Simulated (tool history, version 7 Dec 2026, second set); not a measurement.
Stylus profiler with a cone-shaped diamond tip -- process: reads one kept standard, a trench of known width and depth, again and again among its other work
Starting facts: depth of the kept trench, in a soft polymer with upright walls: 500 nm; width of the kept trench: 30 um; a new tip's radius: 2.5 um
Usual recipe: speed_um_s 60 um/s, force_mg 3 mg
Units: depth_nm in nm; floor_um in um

run 1 hour=0 | speed_um_s=60 force_mg=3 | depth_nm=506.56 floor_um=26.67
run 2 hour=10.9 | speed_um_s=60 force_mg=3 | depth_nm=506.5 floor_um=26.64
run 3 hour=22.3 | speed_um_s=39 force_mg=3 | depth_nm=506.36 floor_um=26.7
run 4 hour=36.5 | speed_um_s=39 force_mg=3 | depth_nm=506.28 floor_um=26.69
run 5 hour=51.5 | speed_um_s=60 force_mg=3 | depth_nm=506.13 floor_um=26.61
run 6 hour=61 | speed_um_s=60 force_mg=3 | depth_nm=506.1 floor_um=26.61
run 7 hour=69.9 | speed_um_s=60 force_mg=3 | depth_nm=506.55 floor_um=26.63
run 8 hour=81.4 | speed_um_s=60 force_mg=3 | depth_nm=506.3 floor_um=26.63
run 9 hour=92.5 | speed_um_s=43 force_mg=3 | depth_nm=506.19 floor_um=26.71
run 10 hour=107.2 | speed_um_s=43 force_mg=3 | depth_nm=506.18 floor_um=26.74
run 11 hour=122.1 | speed_um_s=43 force_mg=3 | depth_nm=506.01 floor_um=26.68
run 12 hour=132 | speed_um_s=43 force_mg=3 | depth_nm=506.13 floor_um=26.66
run 13 hour=144.2 | speed_um_s=79 force_mg=3 | depth_nm=506.52 floor_um=26.49
run 14 hour=151.4 | speed_um_s=79 force_mg=1.55 | depth_nm=503.65 floor_um=26.33
run 15 hour=165.3 | speed_um_s=79 force_mg=1.55 | depth_nm=503.51 floor_um=26.4
run 16 hour=171.8 | speed_um_s=79 force_mg=1.55 | depth_nm=503.71 floor_um=26.37
run 17 hour=180 | speed_um_s=79 force_mg=1.55 | depth_nm=503.58 floor_um=26.32
run 18 hour=186.8 | speed_um_s=79 force_mg=1.55 | depth_nm=503.47 floor_um=26.35
run 19 hour=197.9 | speed_um_s=79 force_mg=1.55 | depth_nm=503.44 floor_um=26.33
run 20 hour=211.5 | speed_um_s=60 force_mg=3 | depth_nm=505.91 floor_um=26.52
run 21 hour=225.9 | speed_um_s=60 force_mg=3 | depth_nm=505.7 floor_um=26.5
run 22 hour=237.5 | speed_um_s=60 force_mg=3 | depth_nm=506.06 floor_um=26.57
run 23 hour=246.6 | speed_um_s=60 force_mg=3 | depth_nm=505.93 floor_um=26.57
run 24 hour=257.3 | speed_um_s=61 force_mg=6.44 | depth_nm=510.32 floor_um=26.67
run 25 hour=266 | speed_um_s=152 force_mg=2.85 | depth_nm=506.04 floor_um=26.11
run 26 hour=279.2 | speed_um_s=141 force_mg=7.41 | depth_nm=511.35 floor_um=26.41
run 27 hour=289.1 | speed_um_s=60 force_mg=2.83 | depth_nm=505.71 floor_um=26.58
run 28 hour=297.8 | speed_um_s=60 force_mg=2.83 | depth_nm=505.38 floor_um=26.52
run 29 hour=313.4 | speed_um_s=53 force_mg=5.32 | depth_nm=508.66 floor_um=26.6
run 30 hour=323.4 | speed_um_s=117 force_mg=1.74 | depth_nm=503.83 floor_um=26.15
run 31 hour=334.6 | speed_um_s=117 force_mg=1.74 | depth_nm=503.56 floor_um=26.08
run 32 hour=341.1 | speed_um_s=40 force_mg=2.34 | depth_nm=504.45 floor_um=26.59
run 33 hour=349.3 | speed_um_s=96 force_mg=3.04 | depth_nm=505.59 floor_um=26.34
run 34 hour=356.7 | speed_um_s=86 force_mg=1.44 | depth_nm=503.31 floor_um=26.25
run 35 hour=365.3 | speed_um_s=18 force_mg=2.77 | depth_nm=505.07 floor_um=26.69
run 36 hour=379.9 | speed_um_s=218 force_mg=2.42 | depth_nm=504.84 floor_um=25.67
run 37 hour=394.7 | speed_um_s=62 force_mg=6.16 | depth_nm=509.83 floor_um=26.59
run 38 hour=408.9 | speed_um_s=37 force_mg=2.99 | depth_nm=505.66 floor_um=26.55
run 39 hour=420.8 | speed_um_s=31 force_mg=5.29 | depth_nm=508.56 floor_um=26.62
run 40 hour=430.9 | speed_um_s=31 force_mg=5.29 | depth_nm=508.52 floor_um=26.63
run 41 hour=443 | speed_um_s=19 force_mg=5.67 | depth_nm=508.98 floor_um=26.71
run 42 hour=456.2 | speed_um_s=27 force_mg=1.62 | depth_nm=503.39 floor_um=26.55
run 43 hour=469.5 | speed_um_s=50 force_mg=3.27 | depth_nm=505.85 floor_um=26.49
run 44 hour=477.6 | speed_um_s=174 force_mg=1.15 | depth_nm=502.3 floor_um=25.45
run 45 hour=492.9 | speed_um_s=174 force_mg=1.15 | depth_nm=502.2 floor_um=25.5
run 46 hour=503.7 | speed_um_s=156 force_mg=5.08 | depth_nm=508.49 floor_um=26.2

Below, some changes in depth_nm between adjacent runs. For each, the amount present without the hidden state too (settings, incoming material, random variation) and the amount remaining for the hidden state with gauge scatter not shared by both compared results:
What the log doesn't record here: radius of the tip, um; height scale over the true one, %; drift of the gauge itself on depth_nm, %; drift of the gauge itself on floor_um, %.
Run 20 -> 21: settings left as they were, no log entry in between. depth_nm -0.21 nm: hidden state -0.04, all else -0.17.
Run 26 -> 27: speed_um_s 141 -> 60, force_mg 7.41 -> 2.83. depth_nm -5.64 nm: hidden state -0.02, all else -5.62.
Run 28 -> 29: speed_um_s 60 -> 53, force_mg 2.83 -> 5.32. depth_nm +3.28 nm: hidden state -0.04, all else +3.32.
Run 36 -> 37: speed_um_s 218 -> 62, force_mg 2.42 -> 6.16. depth_nm +4.99 nm: hidden state -0.04, all else +5.03.
Run 41 -> 42: speed_um_s 19 -> 27, force_mg 5.67 -> 1.62. depth_nm -5.59 nm: hidden state -0.02, all else -5.57.
Run 45 -> 46: speed_um_s 174 -> 156, force_mg 1.15 -> 5.08. depth_nm +6.29 nm: hidden state -0.04, all else +6.33.
